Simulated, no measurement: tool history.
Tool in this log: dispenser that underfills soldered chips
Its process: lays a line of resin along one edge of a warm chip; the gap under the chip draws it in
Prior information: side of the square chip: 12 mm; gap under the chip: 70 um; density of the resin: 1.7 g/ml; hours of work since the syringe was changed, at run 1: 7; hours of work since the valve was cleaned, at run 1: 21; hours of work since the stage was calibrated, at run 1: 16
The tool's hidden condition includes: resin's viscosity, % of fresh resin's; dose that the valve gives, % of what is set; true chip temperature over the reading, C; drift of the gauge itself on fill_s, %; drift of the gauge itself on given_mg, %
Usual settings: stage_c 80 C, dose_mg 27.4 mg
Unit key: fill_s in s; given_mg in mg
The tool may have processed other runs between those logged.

| run | hour | stage_c | dose_mg | hours of work since the syringe was changed | hours of work since the valve was cleaned | hours of work since the stage was calibrated | fill_s | given_mg |
|---|---|---|---|---|---|---|---|---|
| 1 | 0 | 80 | 27.4 | 7 | 21 | 16 | 77.4 | 27.15 |
|  | 3.8 | new syringe of resin |
| 2 | 7.1 | 80 | 27.4 | 3 | 26 | 22 | 54.7 | 27.04 |
| 3 | 14.2 | 80 | 27.4 | 8 | 32 | 27 | 85.4 | 26.67 |
|  | 16.7 | new syringe of resin |
| 4 | 19.2 | 80 | 27.4 | 2 | 35 | 31 | 52.6 | 26.7 |
| 5 | 27.6 | 80 | 30.5 | 8 | 42 | 37 | 87.5 | 29.78 |
|  | 29.1 | new syringe of resin |
| 6 | 36.6 | 80 | 27.4 | 6 | 49 | 44 | 71.9 | 26.67 |
|  | 41.6 | new syringe of resin |
| 7 | 42.6 | 80 | 27.4 | 1 | 53 | 49 | 49 | 26.57 |
| 8 | 51.5 | 80 | 30.9 | 8 | 60 | 56 | 80.6 | 29.8 |
|  | 54.1 | new syringe of resin |
| 9 | 59.5 | 80 | 27.4 | 4 | 66 | 62 | 63 | 26.38 |
|  | 66.9 | new syringe of resin |
| 10 | 67.9 | 80 | 27.4 | 1 | 73 | 68 | 48.2 | 26.3 |
| 11 | 76.3 | 80 | 27.4 | 7 | 79 | 75 | 79.3 | 26.15 |
|  | 79.5 | new syringe of resin |
| 12 | 82.7 | 80 | 33.3 | 3 | 84 | 79 | 54.1 | 31.48 |
| 13 | 88.2 | 80 | 33.3 | 7 | 88 | 84 | 76.3 | 31.9 |
|  | 91.8 | new syringe of resin |
| 14 | 96.3 | 88 | 27.4 | 4 | 94 | 90 | 41.4 | 25.83 |
| 15 | 100.6 | 88 | 27.4 | 7 | 98 | 93 | 52.8 | 26.06 |
|  | 104.2 | new syringe of resin |
| 16 | 104.7 | 88 | 27.4 | 0 | 101 | 96 | 32.2 | 25.68 |
| 17 | 112 | 88 | 27.4 | 6 | 106 | 102 | 50.7 | 25.72 |
|  | 116.6 | new syringe of resin |
| 18 | 116.6 | 88 | 27.4 | 0 | 110 | 105 | 31.2 | 25.6 |
| 19 | 125.5 | 80 | 35.2 | 7 | 117 | 112 | 74.6 | 32.8 |
|  | 128.9 | new syringe of resin |
| 20 | 131.7 | 85 | 31.6 | 2 | 121 | 117 | 41.7 | 29.46 |
| 21 | 137.3 | 68 | 28.1 | 7 | 126 | 121 | 130.1 | 26.09 |
|  | 141.2 | new syringe of resin |
| 22 | 142.8 | 82 | 31.5 | 1 | 130 | 125 | 43.7 | 29.14 |
| 23 | 149.7 | 68 | 23.9 | 7 | 135 | 131 | 133.7 | 22.14 |

Expected results for the next run?
|  | 153.6 | new syringe of resin |
| 24 | 155.7 | 68 | 23.9 | 2 | 140 | 135 | ? | ? |

{"run 24": {"fill_s": 91, "given_mg": 21.83}}
If the tool had no hidden condition, the same run with the same run-to-run variation would have returned fill_s 82.1 s, given_mg 23.71 mg.

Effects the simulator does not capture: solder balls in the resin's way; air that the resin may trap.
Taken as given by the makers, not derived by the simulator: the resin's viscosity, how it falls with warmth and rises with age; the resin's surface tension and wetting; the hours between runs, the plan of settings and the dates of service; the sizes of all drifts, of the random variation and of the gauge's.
